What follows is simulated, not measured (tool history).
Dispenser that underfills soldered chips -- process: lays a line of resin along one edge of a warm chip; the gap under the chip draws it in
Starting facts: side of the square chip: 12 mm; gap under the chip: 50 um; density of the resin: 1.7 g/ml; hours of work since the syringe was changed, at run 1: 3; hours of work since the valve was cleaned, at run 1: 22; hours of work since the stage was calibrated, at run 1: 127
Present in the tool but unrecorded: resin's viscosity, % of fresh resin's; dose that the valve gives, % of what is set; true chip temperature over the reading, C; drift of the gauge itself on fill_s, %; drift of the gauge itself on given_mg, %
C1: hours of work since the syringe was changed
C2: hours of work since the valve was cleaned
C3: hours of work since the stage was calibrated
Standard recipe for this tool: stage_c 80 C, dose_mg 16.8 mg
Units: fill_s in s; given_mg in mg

run 1 day=0.000 | stage_c=80 dose_mg=16.8 | C1=3 C2=22 C3=127 | fill_s=217.3 given_mg=16.57
run 2 day=0.212 | stage_c=80 dose_mg=16.8 | C1=7 C2=26 C3=131 | fill_s=300.6 given_mg=16.52
-- day=0.404 new syringe of resin
run 3 day=0.442 | stage_c=80 dose_mg=16.8 | C1=1 C2=30 C3=135 | fill_s=175.4 given_mg=16.41
run 4 day=0.675 | stage_c=80 dose_mg=16.8 | C1=5 C2=35 C3=140 | fill_s=247.7 given_mg=16.29
run 5 day=0.829 | stage_c=80 dose_mg=16.8 | C1=8 C2=38 C3=142 | fill_s=306.7 given_mg=16.21
-- day=1.000 new syringe of resin
run 6 day=1.054 | stage_c=80 dose_mg=16.8 | C1=1 C2=42 C3=146 | fill_s=185.1 given_mg=16.21
run 7 day=1.375 | stage_c=80 dose_mg=16.8 | C1=7 C2=48 C3=152 | fill_s=294.8 given_mg=16.07
-- day=1.608 new syringe of resin
run 8 day=1.629 | stage_c=89 dose_mg=16.8 | C1=0 C2=52 C3=157 | fill_s=131.3 given_mg=16.04
run 9 day=1.933 | stage_c=80 dose_mg=16.8 | C1=6 C2=58 C3=163 | fill_s=265.0 given_mg=15.95
-- day=2.208 new syringe of resin
run 10 day=2.242 | stage_c=80 dose_mg=16.8 | C1=1 C2=64 C3=168 | fill_s=181.2 given_mg=15.83
run 11 day=2.546 | stage_c=80 dose_mg=14.7 | C1=6 C2=69 C3=174 | fill_s=303.4 given_mg=13.77
-- day=2.796 new syringe of resin
run 12 day=2.812 | stage_c=68 dose_mg=16.8 | C1=0 C2=74 C3=179 | fill_s=261.9 given_mg=15.52
run 13 day=3.071 | stage_c=74 dose_mg=16.8 | C1=5 C2=79 C3=184 | fill_s=310.2 given_mg=15.36
run 14 day=3.267 | stage_c=87 dose_mg=16.8 | C1=9 C2=83 C3=187 | fill_s=277.2 given_mg=15.62
-- day=3.404 new syringe of resin
run 15 day=3.504 | stage_c=87 dose_mg=16.8 | C1=2 C2=87 C3=192 | fill_s=164.1 given_mg=15.40
run 16 day=3.704 | stage_c=80 dose_mg=20.8 | C1=6 C2=91 C3=196 | fill_s=252.3 given_mg=19.14
run 17 day=3.921 | stage_c=80 dose_mg=20.8 | C1=10 C2=95 C3=200 | fill_s=343.4 given_mg=18.87
-- day=3.996 new syringe of resin
run 18 day=4.271 | stage_c=80 dose_mg=20.3 | C1=5 C2=101 C3=206 | fill_s=247.6 given_mg=18.56
-- day=4.583 new syringe of resin
run 19 day=4.608 | stage_c=80 dose_mg=20.3 | C1=0 C2=107 C3=212 | fill_s=175.2 given_mg=18.06
run 20 day=4.917 | stage_c=83 dose_mg=14.6 | C1=6 C2=113 C3=218 | fill_s=273.5 given_mg=13.23
-- day=5.196 new syringe of resin
run 21 day=5.246 | stage_c=83 dose_mg=14.6 | C1=1 C2=119 C3=224 | fill_s=181.3 given_mg=12.94
run 22 day=5.425 | stage_c=91 dose_mg=15.3 | C1=4 C2=123 C3=227 | fill_s=179.7 given_mg=13.62
run 23 day=5.712 | stage_c=75 dose_mg=16.8 | C1=10 C2=128 C3=233 | fill_s=426.7 given_mg=14.98
-- day=5.788 new syringe of resin
-- day=5.925 dispensing valve cleaned and set on the balance
run 24 day=6.017 | stage_c=72 dose_mg=16.8 | C1=4 C2=2 C3=237 | fill_s=286.6 given_mg=16.92
run 25 day=6.179 | stage_c=72 dose_mg=16.8 | C1=7 C2=5 C3=241 | fill_s=360.0 given_mg=16.81
-- day=6.417 new syringe of resin
run 26 day=6.467 | stage_c=72 dose_mg=16.8 | C1=1 C2=10 C3=246 | fill_s=243.4 given_mg=16.78
run 27 day=6.700 | stage_c=72 dose_mg=15.3 | C1=5 C2=14 C3=250 | fill_s=345.7 given_mg=15.09
-- day=7.004 new syringe of resin
run 28 day=7.046 | stage_c=89 dose_mg=16.0 | C1=1 C2=21 C3=256 | fill_s=139.8 given_mg=15.86
run 29 day=7.396 | stage_c=81 dose_mg=17.9 | C1=7 C2=27 C3=263 | fill_s=293.4 given_mg=17.54
-- day=7.592 new syringe of resin
run 30 day=7.725 | stage_c=81 dose_mg=17.9 | C1=3 C2=33 C3=269 | fill_s=199.9 given_mg=17.26
run 31 day=7.958 | stage_c=81 dose_mg=17.9 | C1=7 C2=38 C3=273 | fill_s=278.3 given_mg=17.45
-- day=8.179 new syringe of resin
run 32 day=8.212 | stage_c=81 dose_mg=17.9 | C1=1 C2=42 C3=278 | fill_s=172.2 given_mg=17.24

The next listed run, before its measurement:
run 33 day=8.462 | stage_c=67 dose_mg=18.6 | C1=5 C2=47 C3=283 | fill_s=? given_mg=?

fill_s: 395.7 s
given_mg: 17.77 mg
Had the tool carried no hidden state, the very same run would have given fill_s 245.6 s, given_mg 18.54 mg.
